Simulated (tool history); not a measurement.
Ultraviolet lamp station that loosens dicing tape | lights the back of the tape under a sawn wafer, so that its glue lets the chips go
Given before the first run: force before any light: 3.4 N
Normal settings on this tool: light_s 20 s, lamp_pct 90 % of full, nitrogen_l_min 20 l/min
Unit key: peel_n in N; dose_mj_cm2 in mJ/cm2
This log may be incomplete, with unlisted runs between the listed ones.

Run 1, day 0.000: usual settings. Result: peel_n 0.523 N, dose_mj_cm2 288 mJ/cm2.
Run 2, day 1.829: usual settings. Result: peel_n 0.558 N, dose_mj_cm2 282 mJ/cm2.
Run 3, day 3.175: usual settings. Result: peel_n 0.542 N, dose_mj_cm2 279 mJ/cm2.
Run 4, day 4.904: usual settings. Result: peel_n 0.572 N, dose_mj_cm2 274 mJ/cm2.
Run 5, day 6.583: usual settings. Result: peel_n 0.589 N, dose_mj_cm2 271 mJ/cm2.
Run 6, day 8.283: usual settings. Result: peel_n 0.600 N, dose_mj_cm2 267 mJ/cm2.
Run 7, day 10.079: usual settings. Result: peel_n 0.632 N, dose_mj_cm2 254 mJ/cm2.
Run 8, day 11.633: usual settings but lamp_pct 82 % of full. Result: peel_n 0.761 N, dose_mj_cm2 232 mJ/cm2.
At day 12.025: lamp changed.
Run 9, day 13.162: usual settings but light_s 24 s, lamp_pct 82 % of full. Result: peel_n 0.261 N, dose_mj_cm2 452 mJ/cm2.
Run 10, day 15.033: usual settings. Result: peel_n 0.298 N, dose_mj_cm2 411 mJ/cm2.
Run 11, day 16.621: usual settings. Result: peel_n 0.322 N, dose_mj_cm2 395 mJ/cm2.
Run 12, day 19.271: usual settings. Result: peel_n 0.338 N, dose_mj_cm2 387 mJ/cm2.
Run 13, day 21.296: usual settings. Result: peel_n 0.332 N, dose_mj_cm2 382 mJ/cm2.
Run 14, day 23.117: usual settings but light_s 15 s. Result: peel_n 0.568 N, dose_mj_cm2 285 mJ/cm2.
Run 15, day 24.396: usual settings. Result: peel_n 0.360 N, dose_mj_cm2 368 mJ/cm2.
Run 16, day 26.817: usual settings. Result: peel_n 0.361 N, dose_mj_cm2 363 mJ/cm2.
Run 17, day 29.729: usual settings. Result: peel_n 0.400 N, dose_mj_cm2 356 mJ/cm2.
Run 18, day 31.921: usual settings. Result: peel_n 0.399 N, dose_mj_cm2 346 mJ/cm2.
Run 19, day 34.092: usual settings. Result: peel_n 0.416 N, dose_mj_cm2 335 mJ/cm2.
Run 20, day 36.471: usual settings. Result: peel_n 0.439 N, dose_mj_cm2 332 mJ/cm2.
Run 21, day 37.792: usual settings. Result: peel_n 0.446 N, dose_mj_cm2 324 mJ/cm2.
At day 38.854: window cleaned of glue's vapour.
Run 22, day 39.038: usual settings. Result: peel_n 0.334 N, dose_mj_cm2 389 mJ/cm2.
Run 23, day 41.862: usual settings but light_s 18 s, lamp_pct 69 % of full, nitrogen_l_min 19 l/min. Result: peel_n 0.650 N, dose_mj_cm2 257 mJ/cm2.
Run 24, day 44.238: usual settings but lamp_pct 68 % of full, nitrogen_l_min 31 l/min. Result: peel_n 0.458 N, dose_mj_cm2 279 mJ/cm2.
Run 25, day 46.358: usual settings but lamp_pct 68 % of full, nitrogen_l_min 31 l/min. Result: peel_n 0.491 N, dose_mj_cm2 272 mJ/cm2.
Run 26, day 48.717: usual settings but lamp_pct 63 % of full, nitrogen_l_min 31 l/min. Result: peel_n 0.568 N, dose_mj_cm2 250 mJ/cm2.
Run 27, day 50.967: usual settings but lamp_pct 63 % of full, nitrogen_l_min 31 l/min. Result: peel_n 0.601 N, dose_mj_cm2 244 mJ/cm2.
Run 28, day 53.042: usual settings but light_s 26 s. Result: peel_n 0.281 N, dose_mj_cm2 438 mJ/cm2.
Run 29, day 54.729: usual settings but light_s 33 s, lamp_pct 61 % of full. Result: peel_n 0.357 N, dose_mj_cm2 376 mJ/cm2.
Run 30, day 56.700: usual settings but light_s 33 s, lamp_pct 72 % of full, nitrogen_l_min 36 l/min. Result: peel_n 0.235 N, dose_mj_cm2 429 mJ/cm2.
Run 31, day 58.683: usual settings but light_s 21 s, lamp_pct 85 % of full, nitrogen_l_min 22 l/min. Result: peel_n 0.442 N, dose_mj_cm2 314 mJ/cm2.
Run 32, day 60.079: usual settings but light_s 21 s, nitrogen_l_min 7 l/min. Result: peel_n 0.688 N, dose_mj_cm2 330 mJ/cm2.
Run 33, day 62.596: usual settings but light_s 21 s, nitrogen_l_min 7 l/min. Result: peel_n 0.741 N, dose_mj_cm2 321 mJ/cm2.
Run 34, day 64.296: usual settings but light_s 37 s, nitrogen_l_min 7 l/min. Result: peel_n 0.305 N, dose_mj_cm2 564 mJ/cm2.
Run 35, day 65.492: usual settings but light_s 12 s, lamp_pct 78 % of full, nitrogen_l_min 15 l/min. Result: peel_n 1.260 N, dose_mj_cm2 155 mJ/cm2.
Run 36, day 67.779: usual settings but light_s 11 s, lamp_pct 83 % of full, nitrogen_l_min 26 l/min. Result: peel_n 1.174 N, dose_mj_cm2 148 mJ/cm2.
Run 37, day 69.325: usual settings but light_s 32 s, lamp_pct 96 % of full, nitrogen_l_min 21 l/min. Result: peel_n 0.229 N, dose_mj_cm2 485 mJ/cm2.
Run 38, day 71.275: usual settings but light_s 32 s, lamp_pct 96 % of full, nitrogen_l_min 21 l/min. Result: peel_n 0.232 N, dose_mj_cm2 475 mJ/cm2.
Run 39, day 73.488: usual settings but light_s 14 s, lamp_pct 96 % of full, nitrogen_l_min 8 l/min. Result: peel_n 1.236 N, dose_mj_cm2 209 mJ/cm2.
Run 40, day 76.421: usual settings but light_s 14 s, lamp_pct 96 % of full, nitrogen_l_min 8 l/min. Result: peel_n 1.216 N, dose_mj_cm2 195 mJ/cm2.
Run 41, day 78.371: usual settings but light_s 14 s, lamp_pct 77 % of full, nitrogen_l_min 7 l/min. Result: peel_n 1.603 N, dose_mj_cm2 155 mJ/cm2.
At day 80.054: window cleaned of glue's vapour.
Run 42, day 80.962: usual settings but lamp_pct 99 % of full, nitrogen_l_min 16 l/min. Result: peel_n 0.479 N, dose_mj_cm2 331 mJ/cm2.

Here are 3 independent what-if runs from the current tool condition. What would each one return?
Run A, day 83.896: usual settings but light_s 26 s. Result: peel_n ?, dose_mj_cm2 ?.
Run B, day 83.896: usual settings but light_s 18 s, nitrogen_l_min 14 l/min. Result: peel_n ?, dose_mj_cm2 ?.
Run C, day 83.896: usual settings but light_s 25 s, lamp_pct 88 % of full, nitrogen_l_min 16 l/min. Result: peel_n ?, dose_mj_cm2 ?.

run  peel_n  dose_mj_cm2
  A   0.358          381
  B   0.697          267
  C   0.430          361
Without the tool's unlogged condition, the same runs would have read:
run  peel_n  dose_mj_cm2
  A   0.198          584
  B   0.361          407
  C   0.224          551
